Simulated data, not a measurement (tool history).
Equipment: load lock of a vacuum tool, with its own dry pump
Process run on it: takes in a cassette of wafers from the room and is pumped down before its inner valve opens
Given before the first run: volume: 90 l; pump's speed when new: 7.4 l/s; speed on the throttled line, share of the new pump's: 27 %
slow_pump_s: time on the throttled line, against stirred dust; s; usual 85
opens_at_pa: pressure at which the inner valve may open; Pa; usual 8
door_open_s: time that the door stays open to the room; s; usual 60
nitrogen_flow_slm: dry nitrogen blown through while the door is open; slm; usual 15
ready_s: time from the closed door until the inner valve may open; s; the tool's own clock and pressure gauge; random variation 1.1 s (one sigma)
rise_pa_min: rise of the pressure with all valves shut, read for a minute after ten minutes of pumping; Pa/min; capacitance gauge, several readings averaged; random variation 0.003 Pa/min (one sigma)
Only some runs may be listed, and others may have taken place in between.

| run | day | slow_pump_s | opens_at_pa | door_open_s | nitrogen_flow_slm | incoming humidity of the room's air, % | ready_s | rise_pa_min |
|---|---|---|---|---|---|---|---|---|
| 1 | 0.000 | 85 | 8 | 60 | 15 | 44.1 | 192.6 | 0.228 |
| 2 | 18.792 | 85 | 8 | 60 | 15 | 44.5 | 193.5 | 0.241 |
| 3 | 38.875 | 85 | 8 | 60 | 15 | 44.0 | 193.2 | 0.249 |
| 4 | 60.671 | 85 | 8 | 60 | 15 | 48.1 | 197.2 | 0.279 |
| 5 | 79.708 | 85 | 8 | 60 | 15 | 43.9 | 198.3 | 0.289 |
| 6 | 90.379 | 85 | 8 | 60 | 15 | 47.1 | 199.8 | 0.300 |
| 7 | 111.575 | 85 | 8 | 60 | 15 | 41.5 | 200.0 | 0.312 |
| 8 | 125.292 | 85 | 8 | 60 | 14 | 43.6 | 204.8 | 0.327 |
| 9 | 148.662 | 85 | 8 | 60 | 14 | 46.2 | 204.5 | 0.353 |
| 10 | 167.354 | 85 | 8 | 60 | 14 | 43.1 | 209.0 | 0.371 |
| 11 | 187.000 | 85 | 8 | 60 | 8 | 47.8 | 210.2 | 0.395 |
| 12 | 211.225 | 64 | 8 | 82 | 15 | 44.8 | 195.8 | 0.406 |
|  | 222.079 | dry pump taken out, an overhauled one fitted |
| 13 | 222.162 | 64 | 13 | 28 | 15 | 41.0 | 158.1 | 0.387 |
| 14 | 238.221 | 85 | 8 | 60 | 15 | 48.0 | 178.8 | 0.425 |
| 15 | 262.054 | 71 | 8 | 27 | 15 | 44.6 | 170.6 | 0.437 |
| 16 | 285.488 | 71 | 12 | 27 | 13 | 49.0 | 166.4 | 0.465 |
| 17 | 304.583 | 71 | 12 | 27 | 14 | 42.9 | 166.8 | 0.478 |
| 18 | 322.883 | 71 | 6 | 95 | 14 | 46.7 | 177.3 | 0.524 |
| 19 | 345.533 | 115 | 6 | 95 | 44 | 44.4 | 210.1 | 0.538 |
|  | 352.333 | door's seal changed, seat wiped |
| 20 | 367.954 | 78 | 9 | 48 | 16 | 47.3 | 178.7 | 0.045 |
| 21 | 384.450 | 78 | 9 | 48 | 16 | 45.4 | 178.8 | 0.045 |

Here are 4 independent what-if runs from the current tool condition. What would each one return?
| A | 400.867 | 44 | 8 | 161 | 15 | 43.3 | ? | ? |
| B | 400.867 | 78 | 6 | 48 | 11 | 46.3 | ? | ? |
| C | 400.867 | 85 | 10 | 60 | 7 | 41.1 | ? | ? |
| D | 400.867 | 85 | 8 | 35 | 15 | 45.1 | ? | ? |

| run | ready_s | rise_pa_min |
|---|---|---|
| A | 158.6 | 0.080 |
| B | 186.5 | 0.059 |
| C | 185.4 | 0.064 |
| D | 185.9 | 0.046 |
Without the tool's unlogged condition, the same runs would have read:
| run | ready_s | rise_pa_min |
|---|---|---|
| A | 147.6 | 0.069 |
| B | 176.3 | 0.048 |
| C | 176.1 | 0.053 |
| D | 176.4 | 0.035 |

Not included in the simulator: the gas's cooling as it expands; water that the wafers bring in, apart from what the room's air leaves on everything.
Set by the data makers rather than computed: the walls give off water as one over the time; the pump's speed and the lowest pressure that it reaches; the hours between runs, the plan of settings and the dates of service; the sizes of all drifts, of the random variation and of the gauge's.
